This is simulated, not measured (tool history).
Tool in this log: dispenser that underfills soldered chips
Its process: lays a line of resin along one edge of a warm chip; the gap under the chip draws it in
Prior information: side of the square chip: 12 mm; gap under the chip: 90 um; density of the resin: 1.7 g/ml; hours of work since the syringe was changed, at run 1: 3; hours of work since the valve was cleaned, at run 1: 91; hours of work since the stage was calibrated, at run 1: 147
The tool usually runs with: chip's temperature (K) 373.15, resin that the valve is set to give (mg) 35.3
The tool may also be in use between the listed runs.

run   hour  chip's temperature (K)  resin that the valve is set to give (mg)  hours of work since the syringe was changed  hours of work since the valve was cleaned  hours of work since the stage was calibrated  time until the resin shows at the far edge (s)  resin that the valve gave (mg)
  1      0                  373.15                                      35.3                                            3                                         91                                           147                                            32.5                           34.35
  2    7.5                  373.15                                      30.4                                            8                                         96                                           152                                            47.9                           29.53
      11.8  -- new syringe of resin
  3   15.7                  373.15                                      30.4                                            2                                        101                                           157                                            30.4                           29.51
  4   24.7                  373.15                                      43.6                                            8                                        106                                           163                                            44.7                           42.18
      28.4  -- new syringe of resin
  5     35                  373.15                                      43.6                                            4                                        113                                           169                                            33.6                           42.42
  6     43                  373.15                                      43.6                                            9                                        118                                           174                                              50                           42.09
      44.9  -- new syringe of resin
  7   50.3                  358.15                                      35.3                                            3                                        122                                           178                                            54.9                           34.18
  8   56.9                  373.15                                      35.3                                            7                                        126                                           182                                            44.9                           33.96
      60.6  -- dispensing valve cleaned and set on the balance
      62.8  -- new syringe of resin
  9   68.1                  373.15                                      35.3                                            3                                          5                                           188                                            30.9                           35.34
 10   74.8                  373.15                                      35.3                                            7                                          9                                           193                                            43.4                           35.33
      79.4  -- new syringe of resin
 11   82.5                  373.15                                      35.3                                            2                                         13                                           197                                            28.3                           35.29
 12   88.3                  373.15                                      35.3                                            6                                         17                                           201                                              38                           35.19
      96.2  -- new syringe of resin
 13   96.2                  373.15                                      35.3                                            0                                         22                                           205                                            23.9                           35.19
 14  107.9                  373.15                                      35.3                                            7                                         29                                           213                                            42.8                            34.8
     113.4  -- new syringe of resin
 15  116.3                  373.15                                      35.3                                            2                                         34                                           218                                            27.5                           35.01
 16    127                  372.15                                      35.3                                            8                                         41                                           224                                            50.3                           34.68
     130.3  -- new syringe of resin
 17  134.7                  373.15                                      35.3                                            3                                         45                                           229                                              29                           34.81
 18  141.2                  373.15                                      35.3                                            7                                         49                                           233                                            40.7                           34.89
     146.8  -- new syringe of resin
 19  148.1                  373.15                                      37.6                                            1                                         53                                           237                                            25.2                           37.16
 20  155.9                  373.15                                      40.6                                            6                                         58                                           242                                              38                           39.83
     163.8  -- new syringe of resin
 21  165.1                  373.15                                      40.6                                            1                                         64                                           247                                            25.4                            39.8
 22  173.6                  373.15                                      40.6                                            6                                         69                                           253                                            38.3                           39.81
     180.3  -- new syringe of resin
 23  184.2                  383.15                                      44.8                                            2                                         75                                           259                                            20.1                           43.81
 24  194.6                  361.15                                      35.3                                            9                                         82                                           266                                            75.8                           34.24
       197  -- new syringe of resin
 25  201.8                  361.15                                      35.3                                            3                                         86                                           270                                            46.3                            34.5
 26  207.4                  385.15                                      35.3                                            6                                         90                                           273                                            25.7                           34.46
     213.5  -- new syringe of resin
 27  220.8                  367.15                                      41.5                                            5                                         98                                           282                                            42.5                           40.36
     230.2  -- new syringe of resin
 28  230.2                  381.15                                      35.3                                            0                                        103                                           287                                            17.5                           34.34
 29  239.8                  381.15                                      35.3                                            6                                        109                                           293                                            29.8                           34.15
     246.7  -- new syringe of resin
 30  251.9                  361.15                                      35.3                                            3                                        117                                           300                                            46.4                           34.13
 31  262.2                  375.15                                      30.7                                           10                                        123                                           307                                            49.5                           29.38
     263.7  -- new syringe of resin
     270.4  -- dispensing valve cleaned and set on the balance
 32  276.6                  375.15                                      38.4                                            7                                          4                                           315                                              41                           38.03
     281.4  -- new syringe of resin
 33  286.2                  375.15                                      37.4                                            3                                         10                                           321                                            27.4                           37.07
 34  296.3                  375.15                                      37.4                                            9                                         16                                           327                                            45.1                           37.11
     298.8  -- new syringe of resin
 35  309.5                  385.15                                      35.3                                            7                                         24                                           335                                            26.7                           34.81
     315.4  -- new syringe of resin
 36  315.8                  366.15                                      39.6                                            0                                         28                                           339                                            29.5                           39.08

Branching from run 36: 4 alternative next runs. What would each branch give?
  A  325.4                  378.15                                      35.3                                            6                                         34                                           345                                               ?                               ?
  B  325.4                  358.15                                      31.2                                            6                                         34                                           345                                               ?                               ?
  C  325.4                  366.15                                      30.7                                            6                                         34                                           345                                               ?                               ?
  D  325.4                  380.15                                      32.4                                            6                                         34                                           345                                               ?                               ?

run  time until the resin shows at the far edge (s)  resin that the valve gave (mg)
  A                                            31.9                           34.97
  B                                            68.8                           30.84
  C                                            49.2                           30.27
  D                                            30.9                           32.02
Had the tool no hidden state, the same runs would have come out as:
run  time until the resin shows at the far edge (s)  resin that the valve gave (mg)
  A                                              20                           35.46
  B                                            43.3                           31.28
  C                                            30.9                           30.69
  D                                            19.4                           32.47
